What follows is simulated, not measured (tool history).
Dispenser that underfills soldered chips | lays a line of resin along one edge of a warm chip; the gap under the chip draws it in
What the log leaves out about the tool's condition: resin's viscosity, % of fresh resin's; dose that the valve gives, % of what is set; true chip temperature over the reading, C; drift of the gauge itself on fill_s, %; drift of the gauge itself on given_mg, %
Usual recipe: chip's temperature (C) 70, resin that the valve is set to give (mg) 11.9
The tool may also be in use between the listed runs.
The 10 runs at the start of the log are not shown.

| run | hour | chip's temperature (C) | resin that the valve is set to give (mg) | hours of work since the syringe was changed | hours of work since the valve was cleaned | hours of work since the stage was calibrated | time until the resin shows at the far edge (s) | resin that the valve gave (mg) |
|---|---|---|---|---|---|---|---|---|
|  | 121.1 | new syringe of resin |
|  | 131.5 | new syringe of resin |
| 11 | 135.2 | 66 | 12.4 | 2 | 35 | 250 | 193.8 | 12.21 |
|  | 141.6 | new syringe of resin |
|  | 147.8 | dispensing valve cleaned and set on the balance |
|  | 152.5 | new syringe of resin |
| 12 | 153.8 | 66 | 12.4 | 1 | 3 | 261 | 178.0 | 12.42 |
|  | 162.2 | new syringe of resin |
| 13 | 166.2 | 70 | 11.9 | 2 | 11 | 268 | 157.4 | 11.87 |
|  | 172.4 | new syringe of resin |
| 14 | 174.0 | 70 | 11.1 | 1 | 15 | 272 | 147.5 | 11.05 |
|  | 182.4 | new syringe of resin |
| 15 | 190.1 | 70 | 11.1 | 5 | 25 | 282 | 193.9 | 11.00 |
|  | 192.7 | new syringe of resin |
| 16 | 201.9 | 70 | 11.1 | 6 | 32 | 289 | 199.1 | 10.95 |
|  | 203.7 | new syringe of resin |
|  | 213.5 | new syringe of resin |
| 17 | 213.8 | 67 | 11.1 | 0 | 39 | 296 | 158.7 | 10.93 |
|  | 219.7 | dispensing valve cleaned and set on the balance |
|  | 224.6 | new syringe of resin |
| 18 | 229.9 | 67 | 11.1 | 3 | 6 | 305 | 200.1 | 11.09 |
|  | 235.0 | new syringe of resin |
| 19 | 239.3 | 70 | 11.4 | 3 | 11 | 310 | 162.7 | 11.38 |
|  | 245.0 | new syringe of resin |
|  | 255.8 | new syringe of resin |
| 20 | 256.9 | 66 | 13.6 | 1 | 22 | 321 | 167.5 | 13.48 |
| 21 | 264.7 | 59 | 12.1 | 5 | 26 | 325 | 350.3 | 11.98 |
|  | 266.0 | new syringe of resin |
|  | 276.4 | new syringe of resin |
| 22 | 282.1 | 59 | 12.1 | 3 | 37 | 335 | 305.4 | 11.93 |
|  | 287.0 | new syringe of resin |
|  | 291.7 | dispensing valve cleaned and set on the balance |
| 23 | 293.7 | 76 | 15.3 | 3 | 1 | 342 | 122.0 | 15.33 |
|  | 298.6 | new syringe of resin |
|  | 309.4 | new syringe of resin |
| 24 | 311.3 | 62 | 12.9 | 1 | 12 | 352 | 213.3 | 12.86 |
|  | 319.6 | new syringe of resin |
| 25 | 319.6 | 57 | 12.3 | 0 | 16 | 357 | 263.8 | 12.20 |
|  | 330.6 | new syringe of resin |
| 26 | 335.3 | 57 | 11.3 | 3 | 26 | 366 | 325.8 | 11.18 |
|  | 341.1 | new syringe of resin |
|  | 351.2 | new syringe of resin |
| 27 | 351.9 | 60 | 11.9 | 0 | 35 | 376 | 222.3 | 11.73 |
| 28 | 360.3 | 60 | 11.9 | 6 | 40 | 381 | 319.7 | 11.73 |
|  | 361.4 | new syringe of resin |
|  | 363.8 | dispensing valve cleaned and set on the balance |
|  | 373.3 | new syringe of resin |
| 29 | 373.5 | 65 | 13.3 | 0 | 6 | 388 | 163.3 | 13.30 |
|  | 383.9 | new syringe of resin |
| 30 | 387.8 | 57 | 13.4 | 2 | 14 | 396 | 304.4 | 13.37 |
|  | 394.6 | new syringe of resin |
| 31 | 396.2 | 60 | 11.1 | 1 | 19 | 401 | 244.6 | 11.06 |
|  | 405.3 | new syringe of resin |
| 32 | 408.2 | 66 | 11.9 | 2 | 26 | 408 | 180.7 | 11.80 |

Forecast each of these 4 alternatives for the next run:
|  | 416.2 | new syringe of resin |
| A | 417.8 | 66 | 11.9 | 1 | 32 | 414 | ? | ? |
|  | 416.2 | new syringe of resin |
| B | 417.8 | 84 | 11.5 | 1 | 32 | 414 | ? | ? |
|  | 416.2 | new syringe of resin |
| C | 417.8 | 72 | 15.0 | 1 | 32 | 414 | ? | ? |
|  | 416.2 | new syringe of resin |
| D | 417.8 | 79 | 12.5 | 1 | 32 | 414 | ? | ? |

| run | time until the resin shows at the far edge (s) | resin that the valve gave (mg) |
|---|---|---|
| A | 174.3 | 11.75 |
| B | 71.9 | 11.38 |
| C | 118.0 | 14.83 |
| D | 88.3 | 12.36 |
Take away the tool's hidden state, keep each run's random variation, and the runs would have read:
| run | time until the resin shows at the far edge (s) | resin that the valve gave (mg) |
|---|---|---|
| A | 182.4 | 11.89 |
| B | 74.3 | 11.51 |
| C | 123.2 | 15.00 |
| D | 91.6 | 12.51 |
